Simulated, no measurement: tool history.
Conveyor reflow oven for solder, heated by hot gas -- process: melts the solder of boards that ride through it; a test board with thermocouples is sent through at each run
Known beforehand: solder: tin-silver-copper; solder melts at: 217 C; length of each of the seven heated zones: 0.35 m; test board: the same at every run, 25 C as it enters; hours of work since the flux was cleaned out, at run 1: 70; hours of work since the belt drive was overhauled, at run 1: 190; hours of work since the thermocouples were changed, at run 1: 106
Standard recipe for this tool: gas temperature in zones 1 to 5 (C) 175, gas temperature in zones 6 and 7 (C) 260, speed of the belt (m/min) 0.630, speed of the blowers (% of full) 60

run     day  gas temperature in zones 1 to 5 (C)  gas temperature in zones 6 and 7 (C)  speed of the belt (m/min)  speed of the blowers (% of full)  hours of work since the flux was cleaned out  hours of work since the belt drive was overhauled  hours of work since the thermocouples were changed  highest temperature of the board (C)  time above the solder's melting point (s)
  1   0.000                                  175                                   260                      0.630                                60                                            70                                                190                                                 106                                248.60                                       48.9
  2   0.392                                  174                                   260                      0.630                                60                                            77                                                197                                                 113                                248.46                                       48.6
  3   1.108                                  174                                   260                      0.630                                60                                            90                                                209                                                 125                                248.37                                       48.7
  4   1.917                                  175                                   260                      0.630                                60                                           104                                                224                                                 139                                248.67                                       48.6
  5   2.625                                  175                                   260                      0.630                                60                                           117                                                236                                                 152                                248.64                                       49.1
  6   3.050                                  175                                   260                      0.630                                60                                           124                                                244                                                 159                                248.51                                       48.8
  7   3.967                                  175                                   267                      0.630                                60                                           140                                                260                                                 176                                255.05                                       52.6
  8   4.433                                  175                                   267                      0.630                                60                                           149                                                268                                                 184                                254.89                                       52.5
  9   4.858                                  175                                   267                      0.630                                60                                           156                                                276                                                 191                                254.97                                       52.9
 10   5.825                                  175                                   260                      0.630                                60                                           173                                                293                                                 208                                248.44                                       49.0
 11   6.717                                  175                                   260                      0.630                                60                                           189                                                308                                                 224                                248.70                                       48.9
 12   7.646                                  175                                   260                      0.630                                60                                           205                                                325                                                 240                                248.73                                       49.1
 13   8.250                                  162                                   260                      0.630                                60                                           216                                                335                                                 251                                246.92                                       43.8
      9.150  -- flux residue cleaned out of gas plates and filters
 14   9.150                                  164                                   260                      0.630                                60                                             0                                                348                                                 263                                246.96                                       44.8
 15  10.042                                  164                                   263                      0.630                                60                                            16                                                363                                                 279                                249.82                                       46.4
 16  10.871                                  164                                   263                      0.726                                60                                            30                                                378                                                 294                                245.33                                       36.2
 17  11.396                                  164                                   264                      0.578                                62                                            40                                                387                                                 303                                253.31                                       54.1
 18  12.362                                  161                                   273                      0.547                                73                                            57                                                404                                                 320                                264.31                                       62.7
 19  12.867                                  175                                   273                      0.621                                55                                            66                                                413                                                 329                                260.09                                       56.0
 20  13.725                                  175                                   262                      0.551                                60                                            81                                                428                                                 344                                253.57                                       60.5
 21  14.633                                  188                                   260                      0.742                                62                                            97                                                444                                                 360                                246.76                                       43.9
 22  15.212                                  176                                   270                      0.630                                60                                           107                                                454                                                 370                                257.93                                       54.6
 23  15.704                                  176                                   270                      0.630                                60                                           116                                                463                                                 379                                257.82                                       54.4
 24  16.475                                  182                                   274                      0.733                                68                                           129                                                477                                                 392                                259.14                                       48.5
 25  17.025                                  172                                   256                      0.630                                60                                           139                                                486                                                 402                                244.58                                       45.3
 26  17.754                                  172                                   256                      0.630                                60                                           152                                                499                                                 415                                244.67                                       45.6
 27  18.392                                  174                                   261                      0.630                                60                                           163                                                510                                                 426                                249.07                                       49.3
 28  19.021                                  176                                   258                      0.630                                60                                           174                                                522                                                 437                                246.90                                       48.4
 29  19.883                                  176                                   254                      0.616                                52                                           189                                                537                                                 452                                242.67                                       46.1
 30  20.721                                  175                                   260                      0.758                                69                                           204                                                552                                                 467                                244.84                                       37.4

5 options for the next run, each taken on its own from the tool as it stands now. Forecast them:
  A  21.467                                  175                                   274                      0.630                                60                                           217                                                565                                                 480                                     ?                                          ?
  B  21.467                                  175                                   264                      0.604                                63                                           217                                                565                                                 480                                     ?                                          ?
  C  21.467                                  175                                   254                      0.553                                60                                           217                                                565                                                 480                                     ?                                          ?
  D  21.467                                  175                                   274                      0.630                                60                                           217                                                565                                                 480                                     ?                                          ?
  E  21.467                                  175                                   261                      0.758                                69                                           217                                                565                                                 480                                     ?                                          ?

run  highest temperature of the board (C)  time above the solder's melting point (s)
  A                                261.45                                       55.9
  B                                253.61                                       54.9
  C                                246.10                                       55.4
  D                                261.17                                       55.7
  E                                245.56                                       37.9
Had the tool no hidden state, the same runs would have come out as:
run  highest temperature of the board (C)  time above the solder's melting point (s)
  A                                261.44                                       55.9
  B                                253.60                                       54.9
  C                                246.09                                       55.3
  D                                261.16                                       55.7
  E                                245.56                                       37.8
